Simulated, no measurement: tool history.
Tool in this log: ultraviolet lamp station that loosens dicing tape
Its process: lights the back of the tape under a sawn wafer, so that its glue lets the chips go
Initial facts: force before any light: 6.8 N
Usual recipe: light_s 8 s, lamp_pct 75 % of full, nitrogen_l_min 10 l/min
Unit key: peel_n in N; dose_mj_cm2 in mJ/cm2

run,hour,light_s,lamp_pct,nitrogen_l_min,peel_n,dose_mj_cm2
1,0.0,8,75,10,0.566,242
2,70.5,8,63,10,0.804,203
3,123.2,8,97,10,0.374,314
4,182.5,8,97,10,0.363,317
5,227.3,8,75,10,0.584,239
6,289.3,8,75,10,0.594,240
7,352.0,8,75,10,0.590,244
8,428.7,8,75,10,0.584,243
9,468.3,8,75,10,0.578,243
10,505.7,6,89,4,1.091,216
11,564.9,12,75,4,0.422,361
12,622.1,7,95,10,0.498,267
13,679.5,7,84,4,0.960,236
14,716.4,7,84,4,0.907,235
15,787.5,14,75,4,0.334,423
16,859.2,13,84,12,0.226,438
17,942.8,13,79,8,0.260,415
18,1025.6,14,79,4,0.306,447

Missing from the log above: 2 entries noted between runs. For each, name the pair of listed runs it sits between and say how the tool's hidden condition differs from the listed run just before to the listed run just after:
Between runs 7 and 8: window cleaned of glue's vapour (hour 364.2)
  light that the window lets through, % of a clean one's: 99.9 -> 100
Between runs 16 and 17: window cleaned of glue's vapour (hour 926.9)
  light that the window lets through, % of a clean one's: 99.9 -> 100
